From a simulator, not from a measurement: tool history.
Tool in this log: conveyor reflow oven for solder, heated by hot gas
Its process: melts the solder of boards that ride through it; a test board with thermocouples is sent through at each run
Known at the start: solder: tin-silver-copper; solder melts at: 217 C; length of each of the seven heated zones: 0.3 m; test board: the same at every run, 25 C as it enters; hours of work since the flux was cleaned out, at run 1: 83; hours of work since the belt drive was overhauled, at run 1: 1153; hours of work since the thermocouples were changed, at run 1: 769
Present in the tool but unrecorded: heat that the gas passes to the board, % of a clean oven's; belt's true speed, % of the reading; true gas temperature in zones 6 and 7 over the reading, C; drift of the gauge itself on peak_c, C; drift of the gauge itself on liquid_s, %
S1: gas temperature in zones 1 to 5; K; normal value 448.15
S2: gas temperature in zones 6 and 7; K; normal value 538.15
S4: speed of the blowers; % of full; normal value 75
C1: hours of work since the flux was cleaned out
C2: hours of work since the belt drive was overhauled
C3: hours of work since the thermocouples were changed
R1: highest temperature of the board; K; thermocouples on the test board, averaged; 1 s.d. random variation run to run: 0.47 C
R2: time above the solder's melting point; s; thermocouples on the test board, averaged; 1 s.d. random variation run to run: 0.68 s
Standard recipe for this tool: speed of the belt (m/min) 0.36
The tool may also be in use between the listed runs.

run 1 hour=0 | S1=448.15 S2=538.15 speed_of_the_belt_(m/min)=0.36 S4=75 | C1=83 C2=1153 C3=769 | R1=529.75 R2=83.5
run 2 hour=49.4 | S1=448.15 S2=538.15 speed_of_the_belt_(m/min)=0.327 S4=75 | C1=103 C2=1173 C3=789 | R1=531.55 R2=94.7
run 3 hour=98.2 | S1=448.15 S2=538.15 speed_of_the_belt_(m/min)=0.36 S4=75 | C1=123 C2=1193 C3=809 | R1=530.55 R2=83.9
run 4 hour=172.8 | S1=448.15 S2=538.15 speed_of_the_belt_(m/min)=0.36 S4=75 | C1=154 C2=1224 C3=840 | R1=529.65 R2=83.9
-- hour=209.7 flux residue cleaned out of gas plates and filters
run 5 hour=219.4 | S1=448.15 S2=538.15 speed_of_the_belt_(m/min)=0.36 S4=75 | C1=4 C2=1241 C3=857 | R1=529.75 R2=84.7
run 6 hour=262.5 | S1=448.15 S2=538.15 speed_of_the_belt_(m/min)=0.36 S4=89 | C1=22 C2=1258 C3=875 | R1=532.15 R2=85.8
run 7 hour=341.6 | S1=448.15 S2=538.15 speed_of_the_belt_(m/min)=0.36 S4=89 | C1=54 C2=1291 C3=907 | R1=532.65 R2=86.1
run 8 hour=415.5 | S1=448.15 S2=538.15 speed_of_the_belt_(m/min)=0.36 S4=75 | C1=85 C2=1321 C3=938 | R1=530.75 R2=84.8
run 9 hour=474.2 | S1=448.15 S2=538.15 speed_of_the_belt_(m/min)=0.36 S4=75 | C1=109 C2=1346 C3=962 | R1=531.45 R2=84.9
run 10 hour=512.7 | S1=448.15 S2=538.15 speed_of_the_belt_(m/min)=0.36 S4=75 | C1=125 C2=1361 C3=978 | R1=530.65 R2=85.3
run 11 hour=546.6 | S1=448.15 S2=538.15 speed_of_the_belt_(m/min)=0.36 S4=75 | C1=139 C2=1375 C3=992 | R1=531.05 R2=84.6
-- hour=559.7 thermocouples of zones 6 and 7 changed
run 12 hour=604.8 | S1=448.15 S2=531.15 speed_of_the_belt_(m/min)=0.36 S4=75 | C1=162 C2=1399 C3=19 | R1=520.25 R2=75.2
-- hour=618.3 flux residue cleaned out of gas plates and filters
run 13 hour=652.9 | S1=448.15 S2=531.15 speed_of_the_belt_(m/min)=0.36 S4=75 | C1=14 C2=1416 C3=36 | R1=521.35 R2=76.9
run 14 hour=698.7 | S1=448.15 S2=542.15 speed_of_the_belt_(m/min)=0.36 S4=75 | C1=33 C2=1435 C3=55 | R1=531.75 R2=84.8
run 15 hour=731.9 | S1=448.15 S2=538.15 speed_of_the_belt_(m/min)=0.36 S4=75 | C1=47 C2=1449 C3=69 | R1=528.25 R2=82.5
run 16 hour=768.7 | S1=447.15 S2=552.15 speed_of_the_belt_(m/min)=0.332 S4=52 | C1=62 C2=1464 C3=84 | R1=538.35 R2=97.7
run 17 hour=845.5 | S1=447.15 S2=552.15 speed_of_the_belt_(m/min)=0.332 S4=71 | C1=93 C2=1496 C3=116 | R1=542.25 R2=101.7
run 18 hour=915.7 | S1=443.15 S2=526.15 speed_of_the_belt_(m/min)=0.337 S4=66 | C1=122 C2=1524 C3=144 | R1=517.15 R2=74.7
run 19 hour=963.9 | S1=443.15 S2=526.15 speed_of_the_belt_(m/min)=0.337 S4=66 | C1=142 C2=1544 C3=164 | R1=516.55 R2=73.4
-- hour=1029.2 flux residue cleaned out of gas plates and filters
run 20 hour=1043.2 | S1=443.15 S2=526.15 speed_of_the_belt_(m/min)=0.364 S4=52 | C1=6 C2=1575 C3=195 | R1=512.65 R2=60.7
run 21 hour=1087.7 | S1=460.15 S2=526.15 speed_of_the_belt_(m/min)=0.311 S4=52 | C1=24 C2=1593 C3=213 | R1=518.75 R2=93.4
-- hour=1160.7 belt drive overhauled, speed set with a stopwatch
run 22 hour=1165.6 | S1=460.15 S2=526.15 speed_of_the_belt_(m/min)=0.311 S4=52 | C1=54 C2=2 C3=244 | R1=518.35 R2=88.8
run 23 hour=1232.1 | S1=442.15 S2=550.15 speed_of_the_belt_(m/min)=0.375 S4=62 | C1=82 C2=29 C3=271 | R1=533.05 R2=76.5
run 24 hour=1273.8 | S1=442.15 S2=550.15 speed_of_the_belt_(m/min)=0.365 S4=62 | C1=99 C2=47 C3=288 | R1=535.45 R2=80
run 25 hour=1347.1 | S1=442.15 S2=550.15 speed_of_the_belt_(m/min)=0.365 S4=62 | C1=129 C2=77 C3=318 | R1=534.25 R2=80.1
run 26 hour=1382.9 | S1=442.15 S2=550.15 speed_of_the_belt_(m/min)=0.365 S4=62 | C1=144 C2=91 C3=333 | R1=534.95 R2=80.4
run 27 hour=1423.5 | S1=462.15 S2=539.15 speed_of_the_belt_(m/min)=0.425 S4=56 | C1=161 C2=108 C3=350 | R1=521.75 R2=67.8
-- hour=1443 flux residue cleaned out of gas plates and filters
run 28 hour=1463.3 | S1=448.15 S2=550.15 speed_of_the_belt_(m/min)=0.36 S4=76 | C1=8 C2=122 C3=364 | R1=538.35 R2=86.4
run 29 hour=1496.2 | S1=448.15 S2=545.15 speed_of_the_belt_(m/min)=0.339 S4=75 | C1=22 C2=136 C3=377 | R1=535.55 R2=88.6
run 30 hour=1574.4 | S1=463.15 S2=538.15 speed_of_the_belt_(m/min)=0.319 S4=75 | C1=54 C2=168 C3=410 | R1=532.35 R2=102.1

Predict each of these 3 candidate next runs independently; none follows another, all start after run 30:
run A hour=1633 | S1=448.15 S2=552.15 speed_of_the_belt_(m/min)=0.36 S4=75 | C1=78 C2=192 C3=434 | R1=? R2=?
run B hour=1633 | S1=448.15 S2=530.15 speed_of_the_belt_(m/min)=0.36 S4=74 | C1=78 C2=192 C3=434 | R1=? R2=?
run C hour=1633 | S1=448.15 S2=538.15 speed_of_the_belt_(m/min)=0.323 S4=75 | C1=78 C2=192 C3=434 | R1=? R2=?

run=A R1=540.45 R2=89.1
run=B R1=520.45 R2=72.6
run=C R1=531.05 R2=92
Had the tool no hidden state, the same runs would have come out as:
run=A R1=539.15 R2=87.9
run=B R1=519.15 R2=71.1
run=C R1=529.65 R2=90.5
